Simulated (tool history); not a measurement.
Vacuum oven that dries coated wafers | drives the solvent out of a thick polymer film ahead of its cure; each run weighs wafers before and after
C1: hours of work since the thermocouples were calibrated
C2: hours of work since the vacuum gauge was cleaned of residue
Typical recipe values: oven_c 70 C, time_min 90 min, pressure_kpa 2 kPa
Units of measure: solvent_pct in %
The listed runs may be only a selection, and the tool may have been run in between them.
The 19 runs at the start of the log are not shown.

run 20 hour=981.2 | oven_c=66 time_min=90 pressure_kpa=2 | C1=1016 C2=952 | solvent_pct=6.16
run 21 hour=1010.8 | oven_c=70 time_min=57 pressure_kpa=2 | C1=1038 C2=975 | solvent_pct=6.63
-- hour=1023.7 oven's thermocouples calibrated
run 22 hour=1048 | oven_c=70 time_min=90 pressure_kpa=2.76 | C1=18 C2=1002 | solvent_pct=5.33
run 23 hour=1098.6 | oven_c=70 time_min=90 pressure_kpa=2.76 | C1=57 C2=1040 | solvent_pct=5.42
run 24 hour=1154.8 | oven_c=70 time_min=90 pressure_kpa=2.76 | C1=100 C2=1083 | solvent_pct=5.3
run 25 hour=1182.9 | oven_c=80 time_min=87 pressure_kpa=3.71 | C1=121 C2=1104 | solvent_pct=3.04
run 26 hour=1224.1 | oven_c=79 time_min=104 pressure_kpa=1.56 | C1=152 C2=1135 | solvent_pct=1.79
run 27 hour=1290.1 | oven_c=74 time_min=54 pressure_kpa=1.57 | C1=202 C2=1185 | solvent_pct=5.51
run 28 hour=1349.1 | oven_c=74 time_min=54 pressure_kpa=1.57 | C1=247 C2=1230 | solvent_pct=5.66
run 29 hour=1382.5 | oven_c=74 time_min=54 pressure_kpa=1.57 | C1=272 C2=1256 | solvent_pct=5.65

Run 30 comes next. What will it give?
-- hour=1417.2 oven's thermocouples calibrated, once more
run 30 hour=1446 | oven_c=57 time_min=72 pressure_kpa=4.2 | C1=22 C2=1302 | solvent_pct=?

{"run 30": {"solvent_pct": 11.25}}
Take away the tool's hidden state, keep the run-to-run variation as it was, and the same run would have given solvent_pct 10.9 %.

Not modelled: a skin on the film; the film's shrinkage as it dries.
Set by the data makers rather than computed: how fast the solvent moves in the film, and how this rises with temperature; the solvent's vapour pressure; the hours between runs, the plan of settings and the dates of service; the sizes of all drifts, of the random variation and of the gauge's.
